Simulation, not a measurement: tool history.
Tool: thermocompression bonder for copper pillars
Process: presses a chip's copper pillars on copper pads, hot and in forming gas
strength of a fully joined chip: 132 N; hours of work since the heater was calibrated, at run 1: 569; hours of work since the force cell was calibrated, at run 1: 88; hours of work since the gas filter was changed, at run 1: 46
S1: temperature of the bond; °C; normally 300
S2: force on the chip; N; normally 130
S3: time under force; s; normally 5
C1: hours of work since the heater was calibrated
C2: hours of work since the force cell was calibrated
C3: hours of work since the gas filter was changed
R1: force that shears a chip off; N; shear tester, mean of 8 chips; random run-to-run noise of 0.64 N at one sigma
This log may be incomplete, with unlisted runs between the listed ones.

run	hour	S1	S2	S3	C1	C2	C3	R1
1	0.0	300	130	5	569	88	46	55.1
2	13.9	300	130	5	577	97	54	54.7
3	28.9	300	130	5	586	105	63	55.6
4	42.0	300	130	5	594	113	71	56.5
5	60.1	300	130	5	605	124	82	55.8
6	83.0	300	130	5	619	138	96	54.8
7	95.5	298	130	5	626	145	103	54.9
8	108.7	298	163	5	634	153	111	60.7
9	131.2	300	115	5	648	167	124	51.7
10	152.0	273	115	5	660	179	137	39.7
11	161.4	300	170	5	666	185	142	63.3
12	177.7	300	170	5	675	194	152	63.0
13	198.7	300	130	5	688	207	165	54.9
14	210.5	300	130	5	695	214	172	54.9
15	225.5	300	130	5	704	223	181	55.2
# hour 235.9: forming gas filter changed
16	246.8	300	130	5	717	236	7	54.5
17	268.3	300	130	5	729	248	19	54.4
18	289.7	300	130	5	742	261	32	56.3
19	303.2	300	130	5	750	269	40	55.0
20	316.4	300	130	5	758	277	48	54.6
21	334.2	300	130	5	769	288	59	54.2
22	350.0	300	130	5	778	297	68	54.4
23	367.8	311	113	13	789	308	79	79.3
24	381.9	289	119	5	797	316	87	47.9
25	398.4	289	119	5	807	326	97	47.1
26	420.2	271	144	5	820	339	110	43.8
# hour 433.8: heater calibrated with a thermocouple chip
27	443.0	271	144	5	5	352	123	43.5
28	464.6	271	144	5	18	365	136	42.8
29	485.5	271	144	5	31	377	148	44.4
30	504.2	322	108	4	42	388	159	57.5
31	523.1	322	108	4	53	400	171	56.4
32	544.2	297	133	4	66	412	183	49.0
# hour 549.4: forming gas filter changed
33	566.0	327	155	8	79	425	10	88.3
34	583.7	305	182	4	89	436	21	63.3
35	600.2	305	182	4	99	445	30	63.9
36	612.9	302	88	12	107	453	38	64.3
37	628.7	293	90	12	116	462	47	59.2
38	650.7	293	148	3	129	476	61	45.9
39	666.1	293	105	5	139	485	70	46.6

Describe how what the log doesn't record of the tool's condition differs between the last listed run preceding each entry between runs and the first listed run following it.
Runs 15 to 16: forming gas filter changed (hour 235.9)
  oxide that the forming gas leaves, % of the face: 1.09 -> 0.52
Runs 26 to 27: heater calibrated with a thermocouple chip (hour 433.8)
  true temperature of the bond over the reading, C: -0.5 -> 0; oxide that the forming gas leaves, % of the face: 0.86 -> 0.9
Runs 32 to 33: forming gas filter changed (hour 549.4)
  true temperature of the bond over the reading, C: 0 -> -0.1; oxide that the forming gas leaves, % of the face: 1.1 -> 0.53
